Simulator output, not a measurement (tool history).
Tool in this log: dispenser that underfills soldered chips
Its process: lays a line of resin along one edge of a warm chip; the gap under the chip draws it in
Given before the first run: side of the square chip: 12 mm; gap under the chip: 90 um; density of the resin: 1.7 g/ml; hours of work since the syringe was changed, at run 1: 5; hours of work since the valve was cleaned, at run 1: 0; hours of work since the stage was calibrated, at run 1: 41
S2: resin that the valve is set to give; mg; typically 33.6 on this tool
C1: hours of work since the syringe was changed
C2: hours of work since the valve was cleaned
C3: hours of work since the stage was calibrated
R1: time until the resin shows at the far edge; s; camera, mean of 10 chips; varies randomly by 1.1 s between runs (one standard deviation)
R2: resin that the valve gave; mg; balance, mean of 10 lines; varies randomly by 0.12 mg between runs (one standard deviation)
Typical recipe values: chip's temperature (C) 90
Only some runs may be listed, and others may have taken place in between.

{"run": 1, "day": 0.0, "chip's temperature (C)": 90, "S2": 33.6, "C1": 5, "C2": 0, "C3": 41, "R1": 156.7, "R2": 33.67}
{"day": 0.121, "done": "new syringe of resin"}
{"run": 2, "day": 0.246, "chip's temperature (C)": 90, "S2": 33.6, "C1": 2, "C2": 4, "C3": 45, "R1": 125.1, "R2": 33.59}
{"day": 0.525, "done": "new syringe of resin"}
{"run": 3, "day": 0.538, "chip's temperature (C)": 90, "S2": 33.6, "C1": 0, "C2": 9, "C3": 50, "R1": 107.7, "R2": 33.3}
{"run": 4, "day": 0.821, "chip's temperature (C)": 90, "S2": 33.6, "C1": 5, "C2": 14, "C3": 54, "R1": 152.3, "R2": 33.37}
{"day": 0.917, "done": "new syringe of resin"}
{"run": 5, "day": 1.258, "chip's temperature (C)": 90, "S2": 34.6, "C1": 6, "C2": 21, "C3": 62, "R1": 165.1, "R2": 34.09}
{"day": 1.304, "done": "new syringe of resin"}
{"day": 1.679, "done": "new syringe of resin"}
{"run": 6, "day": 1.746, "chip's temperature (C)": 78, "S2": 33.6, "C1": 1, "C2": 29, "C3": 70, "R1": 206.5, "R2": 32.78}
{"run": 7, "day": 2.017, "chip's temperature (C)": 83, "S2": 29.6, "C1": 6, "C2": 34, "C3": 74, "R1": 241.2, "R2": 28.92}
{"day": 2.058, "done": "new syringe of resin"}
{"day": 2.45, "done": "new syringe of resin"}
{"run": 8, "day": 2.546, "chip's temperature (C)": 102, "S2": 32, "C1": 2, "C2": 42, "C3": 83, "R1": 68.7, "R2": 31.01}
{"day": 2.838, "done": "new syringe of resin"}
{"run": 9, "day": 3.029, "chip's temperature (C)": 105, "S2": 41.7, "C1": 3, "C2": 51, "C3": 91, "R1": 67.1, "R2": 40.03}
{"day": 3.25, "done": "new syringe of resin"}
{"run": 10, "day": 3.554, "chip's temperature (C)": 105, "S2": 41.7, "C1": 5, "C2": 59, "C3": 100, "R1": 77.9, "R2": 39.91}

Each row is a separate what-if for the run after 10, all from the same tool condition, not one after another. Results?
{"day": 3.638, "done": "new syringe of resin"}
{"run": "A", "day": 3.988, "chip's temperature (C)": 83, "S2": 35.7, "C1": 6, "C2": 66, "C3": 107, "R1": "?", "R2": "?"}
{"day": 3.638, "done": "new syringe of resin"}
{"run": "B", "day": 3.988, "chip's temperature (C)": 90, "S2": 34.1, "C1": 6, "C2": 66, "C3": 107, "R1": "?", "R2": "?"}
{"day": 3.638, "done": "new syringe of resin"}
{"run": "C", "day": 3.988, "chip's temperature (C)": 98, "S2": 41.7, "C1": 6, "C2": 66, "C3": 107, "R1": "?", "R2": "?"}

run=A R1=231.3 R2=33.98
run=B R1=164.8 R2=32.35
run=C R1=112.2 R2=39.6
With no hidden state in the tool, these same runs would have given:
run=A R1=149.1 R2=35.8
run=B R1=105.9 R2=34.09
run=C R1=72.5 R2=41.73
